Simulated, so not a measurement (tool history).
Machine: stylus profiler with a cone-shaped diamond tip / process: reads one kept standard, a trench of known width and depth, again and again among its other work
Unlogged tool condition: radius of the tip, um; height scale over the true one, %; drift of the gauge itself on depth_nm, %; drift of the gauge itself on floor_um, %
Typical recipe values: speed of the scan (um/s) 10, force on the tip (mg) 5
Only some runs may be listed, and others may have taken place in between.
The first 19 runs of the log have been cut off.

run,hour,speed of the scan (um/s),force on the tip (mg),scans with this tip,hours of work since the height scale was calibrated,depth of the trench (nm),width of the trench's floor (nm)
20,580.5,9,6.03,2920,494,1025.55,13230
21,619.8,29,3.5,3061,517,1016.7,13080
22,652.8,3,11.4,3180,538,1039.15,13150
23,681,4,6.67,3282,555,1026.93,13060
24,709,9,6.67,3382,572,1026.89,13070
25,730.5,9,6.67,3460,585,1026.83,13030
26,755.4,15,5.78,3549,600,1024.23,13050
27,785.4,38,5,3658,618,1021.64,12950
28,814.8,23,5,3763,636,1020.67,12990
29,834.1,9,2.79,3833,648,1013.08,12980
30,864,3,5,3940,666,1021.31,12970
31,890.4,23,14.19,4035,682,1045.41,12950
32,916.2,3,5.94,4128,698,1023.84,12840
33,937.5,3,5.94,4205,711,1024.11,12860
34,961.6,3,5.94,4292,725,1023.8,12870

What if the next run were any one of these 5? Each begins from the tool's condition after run 34:
A,991.8,3,7.66,4401,744,?,?
B,991.8,19,12.45,4401,744,?,?
C,991.8,2,5.94,4401,744,?,?
D,991.8,22,2.74,4401,744,?,?
E,991.8,38,5,4401,744,?,?

run,depth of the trench (nm),width of the trench's floor (nm)
A,1028.83,12820
B,1041.26,12860
C,1023.29,12830
D,1013.45,12800
E,1020.51,12820
Had the tool no hidden state, the same runs would have come out as:
run,depth of the trench (nm),width of the trench's floor (nm)
A,1032.2,13980
B,1044.67,14020
C,1026.63,14000
D,1016.76,13960
E,1023.85,13980
